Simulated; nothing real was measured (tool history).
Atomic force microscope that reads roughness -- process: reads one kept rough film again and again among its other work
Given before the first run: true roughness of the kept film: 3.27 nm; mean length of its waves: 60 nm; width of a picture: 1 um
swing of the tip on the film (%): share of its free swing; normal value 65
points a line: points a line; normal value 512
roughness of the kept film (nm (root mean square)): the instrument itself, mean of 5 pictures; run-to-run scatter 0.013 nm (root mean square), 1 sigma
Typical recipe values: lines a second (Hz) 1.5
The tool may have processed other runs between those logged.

run     day  lines a second (Hz)  swing of the tip on the film (%)  points a line  roughness of the kept film (nm (root mean square))
  1       0                  1.5                                65            512                                               2.906
  2   2.329                  1.5                                65            512                                               2.862
  3   5.312                  1.5                                65            512                                               2.828
      5.946  -- new tip fitted
  4   8.129                  1.5                                65            512                                               2.904
  5  10.983                  1.5                                65            845                                               2.858
  6  12.692                  1.5                                65            845                                                2.83
     14.608  -- new tip fitted
  7  15.508                  1.5                                65            845                                               2.922
  8  17.121                  1.5                                65            845                                               2.881
  9  19.242                  1.5                                65            512                                                2.86
 10  21.992                  1.5                                65            512                                               2.819
      22.25  -- height scale calibrated on a step standard
     23.304  -- new tip fitted
 11  25.067                  1.5                                65            512                                               2.877
 12  27.396                  1.5                                65            512                                               2.828
 13  29.192                  1.5                                65            512                                               2.825
 14  30.879                  1.5                                65            512                                               2.806
     31.992  -- new tip fitted
 15  33.267                  1.5                                65            512                                               2.863
     33.483  -- height scale calibrated on a step standard, once more
 16  34.821                  1.5                                65            512                                               2.939
 17  37.533                  1.5                                65            512                                               2.883
 18  39.546                  1.5                                65            323                                               2.867
     40.792  -- new tip fitted
 19  42.462                  1.5                                65            323                                                2.93
 20  44.675                 1.14                                65            468                                               2.949
 21  46.096                 0.63                                60            483                                               3.042
 22   48.05                 1.91                                63            512                                               2.826
     49.508  -- new tip fitted
 23  50.992                 1.91                                63            512                                               2.914
 24  53.746                 2.03                                63            512                                               2.849
 25  54.975                 2.03                                63            388                                               2.841
 26  56.788                  1.5                                85            830                                               2.537
     58.296  -- new tip fitted
 27  59.208                  1.5                                71            324                                               2.869
 28  61.992                  1.5                                71            324                                               2.815
 29  63.983                  1.5                                56            769                                               2.948
 30  65.683                  1.5                                76            664                                               2.699
     67.054  -- new tip fitted
 31  67.462                  1.5                                76            664                                               2.787
 32  68.896                 0.71                                56            664                                               3.068
 33    70.5                 0.71                                56            664                                                3.06
 34  72.604                 1.32                                65            596                                               2.892
 35  75.475                 0.94                                65            512                                               2.902

What if the next run were any one of these 4? Each begins from the tool's condition after run 35:
     75.746  -- new tip fitted
  A  77.592                 0.94                                78            847                                                   ?
     75.746  -- new tip fitted
  B  77.592                  0.5                                65            512                                                   ?
     75.746  -- new tip fitted
  C  77.592                 0.75                                62            509                                                   ?
     75.746  -- new tip fitted
  D  77.592                 0.94                                85            464                                                   ?

run  roughness of the kept film (nm (root mean square))
  A                                               2.874
  B                                               3.037
  C                                               3.045
  D                                               2.774
Without the tool's hidden state the same runs would have given:
run  roughness of the kept film (nm (root mean square))
  A                                               2.931
  B                                               3.098
  C                                               3.106
  D                                                2.83

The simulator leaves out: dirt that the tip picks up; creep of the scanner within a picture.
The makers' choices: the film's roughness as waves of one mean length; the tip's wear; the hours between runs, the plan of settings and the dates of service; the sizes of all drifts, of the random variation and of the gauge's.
